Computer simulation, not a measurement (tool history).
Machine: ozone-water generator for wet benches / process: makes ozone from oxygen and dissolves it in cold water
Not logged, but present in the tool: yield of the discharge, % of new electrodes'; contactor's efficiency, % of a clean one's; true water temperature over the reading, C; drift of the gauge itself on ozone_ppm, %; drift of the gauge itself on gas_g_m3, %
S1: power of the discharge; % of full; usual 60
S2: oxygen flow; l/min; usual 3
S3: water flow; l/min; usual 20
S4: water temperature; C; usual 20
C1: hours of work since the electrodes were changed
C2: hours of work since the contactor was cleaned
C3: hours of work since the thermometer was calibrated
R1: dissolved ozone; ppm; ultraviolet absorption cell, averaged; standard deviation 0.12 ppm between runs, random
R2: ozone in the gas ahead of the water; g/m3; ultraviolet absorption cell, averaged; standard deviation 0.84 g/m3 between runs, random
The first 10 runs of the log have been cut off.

| run | day | S1 | S2 | S3 | S4 | C1 | C2 | C3 | R1 | R2 |
|---|---|---|---|---|---|---|---|---|---|---|
|  | 37.45 | water thermometer calibrated |
| 11 | 41.488 | 60 | 3 | 20 | 21 | 1927 | 2499 | 77 | 10.2 | 132.2 |
| 12 | 44.042 | 60 | 3 | 20 | 21 | 1975 | 2548 | 126 | 10.4 | 131.4 |
| 13 | 46.975 | 60 | 3 | 16 | 20 | 2032 | 2604 | 182 | 12.8 | 130.1 |
| 14 | 50.883 | 60 | 3 | 20 | 20 | 2106 | 2679 | 257 | 10.1 | 129.6 |
| 15 | 53.442 | 60 | 3 | 20 | 20 | 2155 | 2728 | 306 | 10.3 | 130 |
| 16 | 56.721 | 60 | 3 | 20 | 16 | 2218 | 2790 | 368 | 10.7 | 131.3 |
| 17 | 59.833 | 60 | 3 | 16 | 16 | 2277 | 2850 | 428 | 13.2 | 129.3 |
| 18 | 62.275 | 60 | 3 | 16 | 16 | 2324 | 2897 | 475 | 13.1 | 131.5 |
| 19 | 66.088 | 60 | 4.53 | 20 | 27 | 2397 | 2970 | 548 | 10.7 | 114.7 |
| 20 | 70.667 | 73 | 4.53 | 20 | 27 | 2485 | 3057 | 635 | 12.1 | 129.9 |
| 21 | 75.621 | 76 | 2.41 | 30 | 25 | 2579 | 3152 | 730 | 7 | 163.2 |

Run 22 comes next. What will it give?
|  | 76.154 | contactor cleaned |
| 22 | 80.242 | 69 | 2.41 | 30 | 25 | 2665 | 78 | 815 | ? | ? |

{"run 22": {"R1": 6.5, "R2": 152.5}}
Minus the tool's unlogged condition, the same run would have read R1 7 ppm, R2 160.3 g/m3.
